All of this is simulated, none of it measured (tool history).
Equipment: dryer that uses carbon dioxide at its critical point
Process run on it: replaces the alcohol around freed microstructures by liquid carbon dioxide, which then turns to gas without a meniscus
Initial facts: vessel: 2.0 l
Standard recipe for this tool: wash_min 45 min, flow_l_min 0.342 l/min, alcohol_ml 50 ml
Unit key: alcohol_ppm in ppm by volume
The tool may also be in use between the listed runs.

run 1 day=0 | wash_min=45 flow_l_min=0.342 alcohol_ml=50 | alcohol_ppm=168
run 2 day=1.733 | wash_min=45 flow_l_min=0.342 alcohol_ml=50 | alcohol_ppm=165
run 3 day=3.6 | wash_min=45 flow_l_min=0.342 alcohol_ml=50 | alcohol_ppm=181
-- day=4.742 inlet filter changed
run 4 day=6.317 | wash_min=45 flow_l_min=0.342 alcohol_ml=50 | alcohol_ppm=129
run 5 day=9.046 | wash_min=45 flow_l_min=0.342 alcohol_ml=50 | alcohol_ppm=146
run 6 day=11.3 | wash_min=40 flow_l_min=0.342 alcohol_ml=50 | alcohol_ppm=230
run 7 day=13.442 | wash_min=40 flow_l_min=0.342 alcohol_ml=50 | alcohol_ppm=237
run 8 day=15.533 | wash_min=45 flow_l_min=0.342 alcohol_ml=50 | alcohol_ppm=173
run 9 day=17.633 | wash_min=45 flow_l_min=0.342 alcohol_ml=50 | alcohol_ppm=189
run 10 day=20.433 | wash_min=45 flow_l_min=0.342 alcohol_ml=50 | alcohol_ppm=202
-- day=22.479 inlet filter changed
run 11 day=23.158 | wash_min=45 flow_l_min=0.342 alcohol_ml=50 | alcohol_ppm=125
run 12 day=24.442 | wash_min=67 flow_l_min=0.342 alcohol_ml=50 | alcohol_ppm=69
run 13 day=25.654 | wash_min=67 flow_l_min=0.342 alcohol_ml=50 | alcohol_ppm=77
run 14 day=26.862 | wash_min=45 flow_l_min=0.342 alcohol_ml=50 | alcohol_ppm=130
run 15 day=29.45 | wash_min=45 flow_l_min=0.342 alcohol_ml=50 | alcohol_ppm=161
run 16 day=30.938 | wash_min=45 flow_l_min=0.342 alcohol_ml=50 | alcohol_ppm=176
run 17 day=32.754 | wash_min=45 flow_l_min=0.342 alcohol_ml=50 | alcohol_ppm=180
run 18 day=33.925 | wash_min=45 flow_l_min=0.342 alcohol_ml=50 | alcohol_ppm=173
run 19 day=35.575 | wash_min=45 flow_l_min=0.342 alcohol_ml=50 | alcohol_ppm=187
run 20 day=36.9 | wash_min=45 flow_l_min=0.342 alcohol_ml=50 | alcohol_ppm=191
run 21 day=38.067 | wash_min=45 flow_l_min=0.342 alcohol_ml=50 | alcohol_ppm=196
-- day=40.062 inlet filter changed
run 22 day=40.904 | wash_min=29 flow_l_min=0.342 alcohol_ml=50 | alcohol_ppm=626
-- day=41.204 purifier's bed changed
run 23 day=42.929 | wash_min=29 flow_l_min=0.342 alcohol_ml=50 | alcohol_ppm=601
run 24 day=45.179 | wash_min=38 flow_l_min=0.54 alcohol_ml=32 | alcohol_ppm=13
run 25 day=47.242 | wash_min=38 flow_l_min=0.54 alcohol_ml=32 | alcohol_ppm=20
run 26 day=49.721 | wash_min=52 flow_l_min=0.234 alcohol_ml=92 | alcohol_ppm=534
run 27 day=51.638 | wash_min=69 flow_l_min=0.236 alcohol_ml=43 | alcohol_ppm=71
run 28 day=53.192 | wash_min=69 flow_l_min=0.572 alcohol_ml=70 | alcohol_ppm=7
run 29 day=54.738 | wash_min=39 flow_l_min=0.216 alcohol_ml=82 | alcohol_ppm=2109
run 30 day=56.267 | wash_min=39 flow_l_min=0.471 alcohol_ml=26 | alcohol_ppm=47
-- day=57.908 inlet filter changed
run 31 day=57.962 | wash_min=48 flow_l_min=0.342 alcohol_ml=49 | alcohol_ppm=66
run 32 day=59.725 | wash_min=55 flow_l_min=0.342 alcohol_ml=38 | alcohol_ppm=26
run 33 day=61.567 | wash_min=27 flow_l_min=0.213 alcohol_ml=33 | alcohol_ppm=1884
run 34 day=63.038 | wash_min=37 flow_l_min=0.213 alcohol_ml=109 | alcohol_ppm=2844
run 35 day=65.138 | wash_min=37 flow_l_min=0.213 alcohol_ml=109 | alcohol_ppm=2955
run 36 day=67.496 | wash_min=28 flow_l_min=0.225 alcohol_ml=21 | alcohol_ppm=1089
run 37 day=70.267 | wash_min=42 flow_l_min=0.342 alcohol_ml=20 | alcohol_ppm=84
run 38 day=71.925 | wash_min=35 flow_l_min=0.342 alcohol_ml=54 | alcohol_ppm=488
run 39 day=74.496 | wash_min=35 flow_l_min=0.342 alcohol_ml=54 | alcohol_ppm=526
-- day=75.517 inlet filter changed
run 40 day=76.175 | wash_min=35 flow_l_min=0.342 alcohol_ml=54 | alcohol_ppm=298
run 41 day=78.658 | wash_min=59 flow_l_min=0.342 alcohol_ml=73 | alcohol_ppm=42
run 42 day=80.038 | wash_min=36 flow_l_min=0.459 alcohol_ml=31 | alcohol_ppm=59
run 43 day=82.529 | wash_min=48 flow_l_min=0.459 alcohol_ml=31 | alcohol_ppm=25
run 44 day=84.95 | wash_min=39 flow_l_min=0.457 alcohol_ml=55 | alcohol_ppm=69
run 45 day=87.146 | wash_min=45 flow_l_min=0.258 alcohol_ml=50 | alcohol_ppm=408
run 46 day=88.896 | wash_min=45 flow_l_min=0.258 alcohol_ml=50 | alcohol_ppm=432

Branching from run 46: 3 alternative next runs. What would each branch give?
run A day=90.3 | wash_min=45 flow_l_min=0.342 alcohol_ml=39 | alcohol_ppm=?
run B day=90.3 | wash_min=29 flow_l_min=0.256 alcohol_ml=91 | alcohol_ppm=?
run C day=90.3 | wash_min=45 flow_l_min=0.227 alcohol_ml=76 | alcohol_ppm=?

run=A alcohol_ppm=124
run=B alcohol_ppm=3436
run=C alcohol_ppm=1066
With no hidden state in the tool, these same runs would have given:
run=A alcohol_ppm=53
run=B alcohol_ppm=2501
run=C alcohol_ppm=678
